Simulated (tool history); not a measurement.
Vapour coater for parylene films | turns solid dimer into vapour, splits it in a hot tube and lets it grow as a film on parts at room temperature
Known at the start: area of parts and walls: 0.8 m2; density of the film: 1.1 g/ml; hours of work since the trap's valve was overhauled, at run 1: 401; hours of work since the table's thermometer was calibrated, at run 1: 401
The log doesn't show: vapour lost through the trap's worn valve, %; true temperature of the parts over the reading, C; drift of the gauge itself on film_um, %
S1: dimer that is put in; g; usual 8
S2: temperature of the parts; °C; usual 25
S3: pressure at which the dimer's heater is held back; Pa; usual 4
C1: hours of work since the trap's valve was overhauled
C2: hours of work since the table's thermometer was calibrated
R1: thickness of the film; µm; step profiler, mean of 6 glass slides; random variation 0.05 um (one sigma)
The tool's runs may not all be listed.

run	hour	S1	S2	S3	C1	C2	R1
1	0	8	25	4	401	401	5.43
2	14.9	8	25	4	412	412	5.48
3	30.9	8	25	4	423	423	5.38
4	48.5	8	25	4	436	436	5.44
5	56.8	8	25	4.12	442	442	5.37
6	64.8	8	25	4.12	448	448	5.28
7	73.5	8	25	4.12	454	454	5.32
8	81.8	8	29	4.12	460	460	4.98
9	89.8	8	25	4	466	466	5.44
10	101.9	3	25	4	474	474	1.98
11	117.1	3	25	4	485	485	2.01
12	127.4	3	29	4	493	493	1.83
13	143.9	8	31	4	505	505	4.63
14	153.4	13	25	4	511	511	8.75
15	170	8	25	4	523	523	5.31
16	186	8	25	5.76	535	535	4.96
17	195.4	8	25	5.76	542	542	4.8
# hour 200.5: trap's valve overhauled
18	207.6	3	34	8.74	5	548	1.32
19	219.6	4	18	4	14	556	2.91
20	230.1	8	30	4	21	564	4.43
21	245	8	30	4	32	574	4.44
22	256.3	7	25	4.49	40	582	4.27
23	267.7	7	20	4	48	591	4.9
24	278.3	7	20	4	56	598	4.78
25	287.2	9	17	2.95	62	605	7.21
26	300.5	8	25	6.09	72	614	4.62
# hour 310.3: trap's valve overhauled, once more
27	320.6	8	30	7.15	7	626	4.51
28	329.4	6	34	7	14	632	3.11
29	341	4	25	6.71	22	640	2.53
30	351.4	7	29	6.71	30	648	3.97
31	358.8	5	36	4	35	653	2.79
32	374.4	4	25	4	46	664	2.87

How the hidden state differs across the entries between the runs, from the last listed run before each to the first after it:
Between runs 17 and 18: trap's valve overhauled (hour 200.5)
  vapour lost through the trap's worn valve, %: 7.6 -> 11.9; true temperature of the parts over the reading, C: 0.39 -> 0.4
  measured less the result without the state, R1: -0.44 -> -0.19 µm
Between runs 26 and 27: trap's valve overhauled, once more (hour 310.3)
  vapour lost through the trap's worn valve, %: 12.8 -> 0.7; true temperature of the parts over the reading, C: 0.47 -> 0.48
  measured less the result without the state, R1: -0.73 -> -0.08 µm
